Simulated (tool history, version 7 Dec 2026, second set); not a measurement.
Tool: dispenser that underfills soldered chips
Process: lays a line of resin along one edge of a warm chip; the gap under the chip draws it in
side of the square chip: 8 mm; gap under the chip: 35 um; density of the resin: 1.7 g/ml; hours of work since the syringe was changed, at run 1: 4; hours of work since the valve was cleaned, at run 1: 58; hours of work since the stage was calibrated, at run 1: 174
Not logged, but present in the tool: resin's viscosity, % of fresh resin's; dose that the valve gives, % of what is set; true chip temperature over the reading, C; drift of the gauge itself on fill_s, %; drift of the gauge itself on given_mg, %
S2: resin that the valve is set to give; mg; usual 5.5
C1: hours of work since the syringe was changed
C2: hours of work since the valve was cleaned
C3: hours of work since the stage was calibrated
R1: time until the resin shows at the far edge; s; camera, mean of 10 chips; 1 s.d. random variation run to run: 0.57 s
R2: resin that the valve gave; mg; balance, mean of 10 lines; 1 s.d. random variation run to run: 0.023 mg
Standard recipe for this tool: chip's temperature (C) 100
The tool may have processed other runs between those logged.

{"run": 1, "day": 0.0, "chip's temperature (C)": 100, "S2": 5.5, "C1": 4, "C2": 58, "C3": 174, "R1": 54.8, "R2": 5.23}
{"day": 0.133, "done": "new syringe of resin"}
{"day": 0.304, "done": "dispensing valve cleaned and set on the balance"}
{"run": 2, "day": 0.333, "chip's temperature (C)": 114, "S2": 5.5, "C1": 3, "C2": 1, "C3": 180, "R1": 30.8, "R2": 5.53}
{"day": 0.533, "done": "new syringe of resin"}
{"run": 3, "day": 0.538, "chip's temperature (C)": 114, "S2": 5.5, "C1": 0, "C2": 4, "C3": 183, "R1": 28.2, "R2": 5.48}
{"run": 4, "day": 0.729, "chip's temperature (C)": 100, "S2": 5.5, "C1": 4, "C2": 8, "C3": 187, "R1": 53.3, "R2": 5.47}
{"day": 0.892, "done": "new syringe of resin"}
{"run": 5, "day": 1.042, "chip's temperature (C)": 100, "S2": 6.23, "C1": 3, "C2": 13, "C3": 192, "R1": 49.7, "R2": 6.13}
{"day": 1.242, "done": "new syringe of resin"}
{"run": 6, "day": 1.275, "chip's temperature (C)": 100, "S2": 6.23, "C1": 1, "C2": 17, "C3": 196, "R1": 47.2, "R2": 6.13}
{"run": 7, "day": 1.55, "chip's temperature (C)": 100, "S2": 6.23, "C1": 6, "C2": 23, "C3": 202, "R1": 57.2, "R2": 6.09}
{"day": 1.608, "done": "new syringe of resin"}
{"run": 8, "day": 1.746, "chip's temperature (C)": 100, "S2": 6.23, "C1": 3, "C2": 26, "C3": 205, "R1": 50.8, "R2": 6.12}
{"run": 9, "day": 1.9, "chip's temperature (C)": 100, "S2": 6.23, "C1": 5, "C2": 29, "C3": 208, "R1": 56.2, "R2": 6.08}
{"day": 1.979, "done": "new syringe of resin"}
{"run": 10, "day": 2.058, "chip's temperature (C)": 100, "S2": 6.23, "C1": 1, "C2": 32, "C3": 211, "R1": 49.3, "R2": 6.11}
{"day": 2.354, "done": "new syringe of resin"}
{"run": 11, "day": 2.379, "chip's temperature (C)": 100, "S2": 5.71, "C1": 0, "C2": 37, "C3": 216, "R1": 49.1, "R2": 5.53}
{"run": 12, "day": 2.625, "chip's temperature (C)": 100, "S2": 5.71, "C1": 5, "C2": 42, "C3": 221, "R1": 56.7, "R2": 5.5}
{"day": 2.704, "done": "new syringe of resin"}
{"run": 13, "day": 2.779, "chip's temperature (C)": 100, "S2": 5.71, "C1": 1, "C2": 45, "C3": 224, "R1": 49.9, "R2": 5.52}
{"run": 14, "day": 2.95, "chip's temperature (C)": 100, "S2": 5.71, "C1": 5, "C2": 48, "C3": 227, "R1": 55, "R2": 5.51}
{"day": 3.062, "done": "new syringe of resin"}
{"run": 15, "day": 3.267, "chip's temperature (C)": 92, "S2": 6.7, "C1": 4, "C2": 54, "C3": 233, "R1": 72.8, "R2": 6.39}
{"day": 3.421, "done": "new syringe of resin"}
{"run": 16, "day": 3.55, "chip's temperature (C)": 92, "S2": 6.7, "C1": 2, "C2": 59, "C3": 238, "R1": 69.1, "R2": 6.38}

Forecast run 17:
{"day": 3.796, "done": "dispensing valve cleaned and set on the balance"}
{"day": 3.825, "done": "new syringe of resin"}
{"run": 17, "day": 3.825, "chip's temperature (C)": 111, "S2": 4.83, "C1": 0, "C2": 0, "C3": 242, "R1": "?", "R2": "?"}

Run 17 came out at R1 31.8 s, R2 4.79 mg.
Were there no unlogged condition in the tool, this run, its random variation unchanged, would have produced R1 32.5 s, R2 4.79 mg.
